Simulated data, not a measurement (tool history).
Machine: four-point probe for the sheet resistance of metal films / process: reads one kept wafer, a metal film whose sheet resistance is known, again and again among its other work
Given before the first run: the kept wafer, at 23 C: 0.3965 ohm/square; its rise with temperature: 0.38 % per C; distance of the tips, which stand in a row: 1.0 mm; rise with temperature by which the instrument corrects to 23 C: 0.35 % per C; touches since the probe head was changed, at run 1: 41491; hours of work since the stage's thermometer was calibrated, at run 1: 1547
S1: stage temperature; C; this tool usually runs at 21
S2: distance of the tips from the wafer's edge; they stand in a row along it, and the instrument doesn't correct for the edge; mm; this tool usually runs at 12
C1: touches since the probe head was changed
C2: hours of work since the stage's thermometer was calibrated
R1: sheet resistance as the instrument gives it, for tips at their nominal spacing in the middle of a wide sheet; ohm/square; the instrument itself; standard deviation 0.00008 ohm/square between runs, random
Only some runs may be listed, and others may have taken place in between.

run	hour	S1	S2	C1	C2	R1
1	0	21	12	41491	1547	0.39824
2	72.5	21	12	43890	1577	0.398133
3	148.1	25	12	46391	1607	0.398774
4	198.2	25	12	48048	1628	0.398779
5	259.7	21	12	50083	1653	0.398388
6	311.6	21	12	51798	1674	0.398516
7	365.8	21	12	53593	1696	0.39833
8	419.8	21	12	55378	1717	0.398453
9	494.7	21	12	57858	1748	0.398305
10	570.8	21	13	60372	1779	0.398306
11	619.6	21	13	61988	1798	0.398282
12	695.8	23	12	64510	1829	0.398819
13	731.7	23	12	65697	1844	0.399071
14	777	23	12	67194	1862	0.398906
15	812.9	23	12	68384	1877	0.399009
16	873.7	33	12	70394	1901	0.400302
17	910.3	33	12	71604	1916	0.400225
18	987	33	12	74142	1947	0.400417
# hour 1005.9: stage's thermometer calibrated
19	1055.1	20	12	76379	20	0.399328
20	1128.7	21	43	78812	50	0.398284
21	1188.1	21	27	80779	74	0.39851
22	1270.6	31	12	83507	107	0.400899
23	1340.9	20	9	85832	136	0.400683
24	1402	26	49	87853	160	0.398923
25	1460.6	23	22	89793	184	0.399025
26	1508.8	21	10	91389	204	0.400502
27	1567.3	20	5	93321	227	0.406588
28	1604.2	27	15	94543	242	0.400223
29	1672.2	35	12	96794	270	0.40169
30	1750.9	23	4	99396	302	0.411706
31	1817.8	30	15	101609	329	0.400659
32	1894.1	28	20	104133	360	0.399953
33	1941.2	28	20	105692	379	0.40014
34	2010.8	30	11	107993	407	0.401509
35	2057	22	64	109523	426	0.39879
36	2134.3	22	64	112081	457	0.398938
37	2186.3	31	6	113799	478	0.406008
38	2237.2	31	3	115482	499	0.422554
39	2315	31	3	118059	530	0.422643
40	2366.5	24	4	119762	551	0.412394
41	2453.2	22	17	122631	586	0.39979
42	2500.3	22	17	124188	605	0.399799
43	2568.5	22	17	126443	633	0.399916
44	2616.2	25	44	128022	652	0.399603

Branching from run 44: 5 alternative next runs. What would each branch give?
A	2683.6	34	12	130253	679	?
B	2683.6	29	5	130253	679	?
C	2683.6	20	44	130253	679	?
D	2683.6	24	36	130253	679	?
E	2683.6	23	12	130253	679	?

run	R1
A	0.402399
B	0.40871
C	0.3993
D	0.399687
E	0.400925
With the hidden condition removed and each run's random variation left untouched, the same runs would have given:
run	R1
A	0.399487
B	0.405758
C	0.396413
D	0.396796
E	0.398025
